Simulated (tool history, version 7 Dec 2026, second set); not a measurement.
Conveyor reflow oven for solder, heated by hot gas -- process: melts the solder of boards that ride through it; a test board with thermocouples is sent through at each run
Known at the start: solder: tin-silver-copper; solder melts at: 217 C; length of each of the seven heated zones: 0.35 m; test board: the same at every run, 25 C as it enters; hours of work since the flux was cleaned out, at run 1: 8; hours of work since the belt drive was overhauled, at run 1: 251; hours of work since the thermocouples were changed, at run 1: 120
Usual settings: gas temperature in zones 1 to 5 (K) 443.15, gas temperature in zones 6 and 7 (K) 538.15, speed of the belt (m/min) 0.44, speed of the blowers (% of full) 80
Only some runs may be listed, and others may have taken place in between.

run    day  gas temperature in zones 1 to 5 (K)  gas temperature in zones 6 and 7 (K)  speed of the belt (m/min)  speed of the blowers (% of full)  hours of work since the flux was cleaned out  hours of work since the belt drive was overhauled  hours of work since the thermocouples were changed  highest temperature of the board (K)  time above the solder's melting point (s)
  1      0                               443.15                                538.15                       0.44                                80                                             8                                                251                                                 120                                527.25                                       73.9
  2  0.379                               443.15                                538.15                       0.44                                80                                            14                                                257                                                 126                                526.95                                       73.2
  3    0.7                               443.15                                538.15                      0.504                                80                                            19                                                262                                                 131                                523.25                                       60.5
  4  1.133                               457.15                                538.15                       0.44                                80                                            26                                                269                                                 138                                528.65                                         81
  5  1.358                               457.15                                538.15                       0.44                                80                                            30                                                273                                                 142                                528.45                                       81.9
  6  1.754                               438.15                                538.15                       0.44                                80                                            36                                                279                                                 148                                526.15                                       71.4
  7  2.071                               438.15                                538.15                       0.44                                80                                            41                                                284                                                 153                                526.55                                       70.9
  8  2.442                               438.15                                538.15                       0.44                                80                                            47                                                290                                                 159                                526.65                                       71.2
  9  2.654                               443.15                                533.15                       0.44                                80                                            50                                                294                                                 162                                522.15                                       69.8
 10  2.888                               443.15                                538.15                       0.44                                80                                            54                                                297                                                 166                                526.05                                       74.1
     3.092  -- belt drive overhauled, speed set with a stopwatch
 11  3.442                               443.15                                538.15                       0.44                                80                                            60                                                  6                                                 172                                526.75                                       73.7
 12  3.754                               443.15                                538.15                       0.44                                80                                            65                                                 11                                                 177                                526.55                                       73.3
 13  4.242                               443.15                                538.15                       0.44                                80                                            73                                                 18                                                 185                                527.15                                       73.7
     4.438  -- belt drive overhauled, speed set with a stopwatch, once more
 14  4.875                               456.15                                543.15                       0.44                                78                                            81                                                  7                                                 193                                532.55                                       82.5
 15  5.312                               444.15                                552.15                       0.44                                78                                            88                                                 14                                                 200                                539.55                                       81.6
 16  5.554                               444.15                                552.15                       0.44                                78                                            91                                                 18                                                 204                                539.25                                       81.5
 17  5.783                               433.15                                552.15                      0.408                                78                                            95                                                 22                                                 207                                539.95                                       84.6
 18  6.079                               438.15                                551.15                      0.508                                85                                           100                                                 26                                                 212                                534.25                                       65.2
 19  6.421                               438.15                                551.15                      0.508                                85                                           105                                                 32                                                 217                                534.15                                       65.2
 20  6.717                               443.15                                538.15                      0.408                                80                                           110                                                 37                                                 222                                527.95                                       80.6
 21  7.117                               443.15                                538.15                      0.408                                80                                           116                                                 43                                                 229                                527.95                                       80.8
 22  7.608                               443.15                                538.15                      0.442                                58                                           124                                                 51                                                 237                                521.85                                       67.3

5 ways to go on from here, each from the tool as it stands after run 22. What would each give?
  A  7.908                               443.15                                547.15                       0.44                                77                                           129                                                 56                                                 241                                     ?                                          ?
  B  7.908                               429.15                                538.15                      0.441                                84                                           129                                                 56                                                 241                                     ?                                          ?
  C  7.908                               443.15                                538.15                       0.44                                76                                           129                                                 56                                                 241                                     ?                                          ?
  D  7.908                               443.15                                541.15                      0.442                                66                                           129                                                 56                                                 241                                     ?                                          ?
  E  7.908                               443.15                                538.15                      0.427                                58                                           129                                                 56                                                 241                                     ?                                          ?

run  highest temperature of the board (K)  time above the solder's melting point (s)
  A                                534.55                                       77.9
  B                                525.25                                       66.3
  C                                525.75                                         72
  D                                526.35                                       71.7
  E                                522.25                                       71.1
The same runs, with their run-to-run variation unchanged, on a tool lacking any hidden condition would have given:
run  highest temperature of the board (K)  time above the solder's melting point (s)
  A                                535.85                                       78.8
  B                                526.65                                       67.5
  C                                526.95                                       73.1
  D                                527.65                                       72.7
  E                                523.45                                       72.3

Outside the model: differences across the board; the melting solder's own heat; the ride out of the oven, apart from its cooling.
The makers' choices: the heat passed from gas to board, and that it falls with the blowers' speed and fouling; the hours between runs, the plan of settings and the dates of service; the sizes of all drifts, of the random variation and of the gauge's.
